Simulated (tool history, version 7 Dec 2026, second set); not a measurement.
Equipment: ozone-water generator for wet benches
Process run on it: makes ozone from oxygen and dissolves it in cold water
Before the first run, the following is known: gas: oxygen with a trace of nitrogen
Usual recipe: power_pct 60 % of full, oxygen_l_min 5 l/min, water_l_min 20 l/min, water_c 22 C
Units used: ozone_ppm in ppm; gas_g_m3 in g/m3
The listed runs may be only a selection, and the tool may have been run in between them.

{"run": 1, "day": 0.0, "power_pct": 60, "oxygen_l_min": 5, "water_l_min": 20, "water_c": 22, "ozone_ppm": 13.2, "gas_g_m3": 156.3}
{"day": 1.183, "done": "water thermometer calibrated"}
{"run": 2, "day": 4.65, "power_pct": 60, "oxygen_l_min": 5, "water_l_min": 20, "water_c": 22, "ozone_ppm": 13.1, "gas_g_m3": 154.6}
{"run": 3, "day": 9.617, "power_pct": 60, "oxygen_l_min": 5, "water_l_min": 20, "water_c": 22, "ozone_ppm": 13.1, "gas_g_m3": 153.7}
{"run": 4, "day": 13.575, "power_pct": 100, "oxygen_l_min": 5, "water_l_min": 20, "water_c": 22, "ozone_ppm": 17.4, "gas_g_m3": 210.9}
{"run": 5, "day": 18.104, "power_pct": 60, "oxygen_l_min": 5, "water_l_min": 20, "water_c": 22, "ozone_ppm": 12.9, "gas_g_m3": 154.9}
{"run": 6, "day": 23.221, "power_pct": 83, "oxygen_l_min": 5, "water_l_min": 20, "water_c": 22, "ozone_ppm": 15.3, "gas_g_m3": 186.1}
{"run": 7, "day": 28.433, "power_pct": 83, "oxygen_l_min": 5, "water_l_min": 20, "water_c": 22, "ozone_ppm": 15.5, "gas_g_m3": 183.9}
{"run": 8, "day": 32.467, "power_pct": 60, "oxygen_l_min": 5, "water_l_min": 20, "water_c": 25, "ozone_ppm": 12.1, "gas_g_m3": 151.2}
{"run": 9, "day": 35.004, "power_pct": 60, "oxygen_l_min": 5, "water_l_min": 21, "water_c": 22, "ozone_ppm": 12.2, "gas_g_m3": 153.1}
{"run": 10, "day": 37.238, "power_pct": 60, "oxygen_l_min": 5, "water_l_min": 20, "water_c": 22, "ozone_ppm": 12.4, "gas_g_m3": 151.7}
{"run": 11, "day": 42.088, "power_pct": 76, "oxygen_l_min": 5, "water_l_min": 20, "water_c": 22, "ozone_ppm": 14.6, "gas_g_m3": 174.4}
{"run": 12, "day": 47.075, "power_pct": 76, "oxygen_l_min": 5, "water_l_min": 20, "water_c": 22, "ozone_ppm": 14.5, "gas_g_m3": 174.5}
{"run": 13, "day": 51.667, "power_pct": 76, "oxygen_l_min": 5, "water_l_min": 20, "water_c": 22, "ozone_ppm": 14.4, "gas_g_m3": 171.6}
{"run": 14, "day": 53.925, "power_pct": 76, "oxygen_l_min": 5, "water_l_min": 20, "water_c": 22, "ozone_ppm": 14.1, "gas_g_m3": 170.4}
{"day": 56.642, "done": "contactor cleaned"}
{"run": 15, "day": 56.642, "power_pct": 76, "oxygen_l_min": 5, "water_l_min": 20, "water_c": 22, "ozone_ppm": 15.2, "gas_g_m3": 170.4}
{"run": 16, "day": 60.112, "power_pct": 56, "oxygen_l_min": 5, "water_l_min": 20, "water_c": 22, "ozone_ppm": 12.6, "gas_g_m3": 142}
{"run": 17, "day": 63.338, "power_pct": 56, "oxygen_l_min": 5, "water_l_min": 20, "water_c": 22, "ozone_ppm": 12.7, "gas_g_m3": 143.9}
{"run": 18, "day": 67.425, "power_pct": 63, "oxygen_l_min": 5, "water_l_min": 24, "water_c": 22, "ozone_ppm": 11.7, "gas_g_m3": 151.3}
{"run": 19, "day": 70.912, "power_pct": 63, "oxygen_l_min": 5, "water_l_min": 24, "water_c": 22, "ozone_ppm": 11.9, "gas_g_m3": 150.8}
{"run": 20, "day": 73.296, "power_pct": 60, "oxygen_l_min": 2.73, "water_l_min": 20, "water_c": 29, "ozone_ppm": 12, "gas_g_m3": 211.9}
{"run": 21, "day": 77.471, "power_pct": 41, "oxygen_l_min": 5, "water_l_min": 20, "water_c": 22, "ozone_ppm": 10.4, "gas_g_m3": 119.1}
{"run": 22, "day": 82.108, "power_pct": 57, "oxygen_l_min": 5, "water_l_min": 20, "water_c": 22, "ozone_ppm": 12.5, "gas_g_m3": 141.5}
{"run": 23, "day": 86.358, "power_pct": 57, "oxygen_l_min": 5, "water_l_min": 20, "water_c": 22, "ozone_ppm": 12.4, "gas_g_m3": 140.6}
{"run": 24, "day": 88.471, "power_pct": 60, "oxygen_l_min": 7.15, "water_l_min": 20, "water_c": 15, "ozone_ppm": 13.8, "gas_g_m3": 118.5}
{"run": 25, "day": 91.133, "power_pct": 64, "oxygen_l_min": 7.15, "water_l_min": 16, "water_c": 15, "ozone_ppm": 16.6, "gas_g_m3": 123.5}
{"run": 26, "day": 96.179, "power_pct": 43, "oxygen_l_min": 3.5, "water_l_min": 16, "water_c": 15, "ozone_ppm": 13.8, "gas_g_m3": 148.6}
{"run": 27, "day": 100.021, "power_pct": 100, "oxygen_l_min": 5, "water_l_min": 20, "water_c": 24, "ozone_ppm": 16, "gas_g_m3": 192.7}
{"run": 28, "day": 104.162, "power_pct": 100, "oxygen_l_min": 5, "water_l_min": 20, "water_c": 24, "ozone_ppm": 16.2, "gas_g_m3": 191.2}
{"run": 29, "day": 107.704, "power_pct": 45, "oxygen_l_min": 4.14, "water_l_min": 20, "water_c": 17, "ozone_ppm": 11.4, "gas_g_m3": 136.4}
{"run": 30, "day": 110.362, "power_pct": 85, "oxygen_l_min": 4.2, "water_l_min": 19, "water_c": 22, "ozone_ppm": 15.6, "gas_g_m3": 196}
{"run": 31, "day": 115.192, "power_pct": 46, "oxygen_l_min": 5, "water_l_min": 20, "water_c": 15, "ozone_ppm": 11.8, "gas_g_m3": 125}
{"run": 32, "day": 119.308, "power_pct": 82, "oxygen_l_min": 4.16, "water_l_min": 20, "water_c": 22, "ozone_ppm": 14.6, "gas_g_m3": 189.2}
{"run": 33, "day": 123.412, "power_pct": 82, "oxygen_l_min": 3.49, "water_l_min": 20, "water_c": 21, "ozone_ppm": 15, "gas_g_m3": 209}
{"run": 34, "day": 128.117, "power_pct": 60, "oxygen_l_min": 2.59, "water_l_min": 20, "water_c": 22, "ozone_ppm": 12, "gas_g_m3": 210.4}

Each row is a separate what-if for the run after 34, all from the same tool condition, not one after another. Results?
{"run": "A", "day": 133.308, "power_pct": 45, "oxygen_l_min": 5, "water_l_min": 20, "water_c": 16, "ozone_ppm": "?", "gas_g_m3": "?"}
{"run": "B", "day": 133.308, "power_pct": 48, "oxygen_l_min": 2.85, "water_l_min": 18, "water_c": 22, "ozone_ppm": "?", "gas_g_m3": "?"}
{"run": "C", "day": 133.308, "power_pct": 100, "oxygen_l_min": 5.16, "water_l_min": 20, "water_c": 24, "ozone_ppm": "?", "gas_g_m3": "?"}

run=A ozone_ppm=11.2 gas_g_m3=121.8
run=B ozone_ppm=11.6 gas_g_m3=175.8
run=C ozone_ppm=15.6 gas_g_m3=185.6
Take away the tool's hidden state, keep each run's random variation, and the runs would have read:
run=A ozone_ppm=12.6 gas_g_m3=133
run=B ozone_ppm=13.1 gas_g_m3=192.9
run=C ozone_ppm=18.6 gas_g_m3=214.3

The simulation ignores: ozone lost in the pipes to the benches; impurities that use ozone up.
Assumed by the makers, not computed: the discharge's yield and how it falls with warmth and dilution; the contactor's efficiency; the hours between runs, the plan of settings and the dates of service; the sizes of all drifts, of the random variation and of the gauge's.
